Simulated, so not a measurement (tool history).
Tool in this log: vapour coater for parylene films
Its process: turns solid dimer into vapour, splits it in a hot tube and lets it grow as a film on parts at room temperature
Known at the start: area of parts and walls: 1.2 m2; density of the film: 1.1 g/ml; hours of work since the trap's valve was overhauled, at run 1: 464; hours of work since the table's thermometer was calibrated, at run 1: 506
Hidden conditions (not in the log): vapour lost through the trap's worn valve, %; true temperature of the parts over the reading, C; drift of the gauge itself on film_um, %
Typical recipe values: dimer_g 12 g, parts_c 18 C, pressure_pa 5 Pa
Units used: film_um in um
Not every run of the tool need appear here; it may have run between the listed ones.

run,hour,dimer_g,parts_c,pressure_pa,hours of work since the trap's valve was overhauled,hours of work since the table's thermometer was calibrated,film_um
1,0,12,18,5,464,506,5.43
2,16,12,12,5,476,518,6.48
3,40.9,12,18,7.01,494,536,5.38
4,55.3,12,18,7.01,505,546,5.43
# hour 76.7: trap's valve overhauled
5,76.7,12,18,5,0,559,5.34
6,90.1,12,18,5,10,569,5.31
7,110.4,12,18,5,25,584,5.27
8,127.3,12,18,5,37,596,5.32
9,139.5,12,18,5,46,605,5.42
10,165.8,12,18,5,66,625,5.32
11,182.2,12,18,5,78,637,5.27
12,205.1,12,18,5,94,654,5.33
13,219.4,12,18,2.14,105,664,5.46
14,236.5,12,18,5,118,677,5.22
# hour 242.1: trap's valve overhauled, once more
15,251.9,12,18,5,7,685,6.19
16,271.8,12,18,5,22,700,6.08
17,291.4,12,18,5,36,714,6.05
18,310.7,12,26,5,51,728,4.78
19,330.9,12,26,5,65,743,4.88
20,343,12,18,5,74,752,6.04
21,358.2,12,18,5,85,763,6.08
22,379.8,12,18,5,101,779,6.12
23,392.3,12,18,2.85,111,788,6.23
24,408.3,12,18,2.85,122,800,6.14
25,434.9,12,18,2.85,142,820,6.34
26,456.8,12,18,2.85,158,836,6.21
27,481.7,17,18,5,176,854,8.35
28,508.6,6,11,8.82,196,874,3.48
29,519.9,20,18,4.74,204,882,9.98
30,539.3,16,10,5,219,897,9.86
31,556.3,18,16,3.6,231,909,9.51
32,575.5,14,11,2.64,245,923,8.63
33,600.3,14,11,2.64,264,941,8.64
34,623.4,8,13,9.65,280,958,4.26
35,641.8,17,25,4.54,294,972,6.8
36,656.6,13,12,2.66,305,983,7.68
37,678,17,12,2.75,321,999,10.03
38,689.1,8,12,4.11,329,1007,4.56
39,710.5,8,15,2.08,345,1023,4.39
40,721.3,12,16,2.12,353,1030,6.45
41,739.3,12,10,3.67,366,1044,7.37
42,756,12,12,9.59,378,1056,6.61
43,782.5,12,12,9.59,398,1076,6.61
44,796.5,12,26,9.59,408,1086,4.5
45,812.5,21,26,4.02,420,1098,8.05
46,834.4,11,24,6.85,436,1114,4.26
47,857.8,8,14,2.39,453,1131,4.42

Each run again, without the hidden state but with its own random variation kept:
run,film_um
1,6.01
2,7.19
3,5.99
4,6.06
5,6.09
6,6.06
7,6.05
8,6.12
9,6.23
10,6.15
11,6.11
12,6.19
13,6.36
14,6.1
15,6.15
16,6.06
17,6.04
18,4.79
19,4.9
20,6.07
21,6.13
22,6.19
23,6.31
24,6.23
25,6.46
26,6.35
27,8.56
28,3.58
29,10.29
30,10.19
31,9.84
32,8.96
33,9
34,4.45
35,7.13
36,8.06
37,10.57
38,4.81
39,4.64
40,6.83
41,7.83
42,7.04
43,7.07
44,4.82
45,8.64
46,4.59
47,4.78

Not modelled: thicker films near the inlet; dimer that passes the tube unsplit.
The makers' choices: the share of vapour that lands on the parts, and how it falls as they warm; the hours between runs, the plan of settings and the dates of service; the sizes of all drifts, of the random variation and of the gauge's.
